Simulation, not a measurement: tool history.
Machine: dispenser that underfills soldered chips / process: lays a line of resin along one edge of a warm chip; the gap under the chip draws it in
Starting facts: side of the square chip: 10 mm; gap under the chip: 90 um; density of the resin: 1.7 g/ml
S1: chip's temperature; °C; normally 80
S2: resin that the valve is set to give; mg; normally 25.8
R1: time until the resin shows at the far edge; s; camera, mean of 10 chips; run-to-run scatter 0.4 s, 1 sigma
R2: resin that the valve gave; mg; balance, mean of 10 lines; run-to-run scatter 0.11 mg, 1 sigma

| run | day | S1 | S2 | R1 | R2 |
|---|---|---|---|---|---|
| 1 | 0.000 | 80 | 25.8 | 28.8 | 25.92 |
| 2 | 0.296 | 80 | 25.5 | 34.6 | 25.43 |
|  | 0.600 | new syringe of resin |
| 3 | 0.621 | 80 | 25.5 | 27.2 | 25.31 |
| 4 | 0.975 | 80 | 24.1 | 34.5 | 23.78 |
|  | 1.292 | new syringe of resin |
| 5 | 1.375 | 80 | 24.1 | 28.4 | 23.60 |
| 6 | 1.771 | 80 | 31.0 | 34.9 | 30.23 |
|  | 1.979 | new syringe of resin |
| 7 | 1.992 | 80 | 31.0 | 26.9 | 30.25 |
| 8 | 2.388 | 80 | 25.8 | 34.1 | 25.22 |
|  | 2.662 | new syringe of resin |
| 9 | 2.817 | 80 | 25.8 | 30.5 | 24.86 |
| 10 | 3.138 | 80 | 25.8 | 36.2 | 24.67 |
|  | 3.350 | new syringe of resin |
| 11 | 3.575 | 80 | 25.8 | 31.4 | 24.57 |
|  | 4.042 | new syringe of resin |
| 12 | 4.042 | 82 | 28.4 | 24.6 | 26.92 |
| 13 | 4.400 | 77 | 32.0 | 37.7 | 30.21 |
|  | 4.692 | dispensing valve cleaned and set on the balance |
| 14 | 4.704 | 67 | 27.8 | 70.5 | 27.62 |
|  | 4.775 | new syringe of resin |
| 15 | 4.925 | 82 | 32.5 | 27.6 | 32.47 |
| 16 | 5.196 | 93 | 24.0 | 20.2 | 23.66 |
|  | 5.462 | new syringe of resin |
| 17 | 5.617 | 95 | 25.1 | 15.6 | 24.61 |
| 18 | 5.921 | 71 | 25.0 | 51.9 | 24.53 |
|  | 6.162 | new syringe of resin |
| 19 | 6.438 | 93 | 28.7 | 18.1 | 28.06 |
|  | 6.850 | new syringe of resin |
| 20 | 6.850 | 93 | 28.7 | 15.8 | 27.85 |
| 21 | 7.312 | 93 | 28.7 | 20.7 | 27.51 |

Each row is a separate what-if for the run after 21, all from the same tool condition, not one after another. Results?
|  | 7.550 | new syringe of resin |
| A | 7.833 | 93 | 32.8 | ? | ? |
|  | 7.550 | new syringe of resin |
| B | 7.833 | 67 | 22.7 | ? | ? |
|  | 7.550 | new syringe of resin |
| C | 7.833 | 80 | 27.5 | ? | ? |
|  | 7.550 | new syringe of resin |
| D | 7.833 | 84 | 31.0 | ? | ? |

| run | R1 | R2 |
|---|---|---|
| A | 18.8 | 31.24 |
| B | 58.6 | 21.77 |
| C | 32.8 | 26.17 |
| D | 26.5 | 29.35 |
The same runs, with their run-to-run variation unchanged, on a tool lacking any hidden condition would have given:
| run | R1 | R2 |
|---|---|---|
| A | 15.8 | 32.64 |
| B | 48.6 | 22.75 |
| C | 27.5 | 27.35 |
| D | 22.1 | 30.67 |
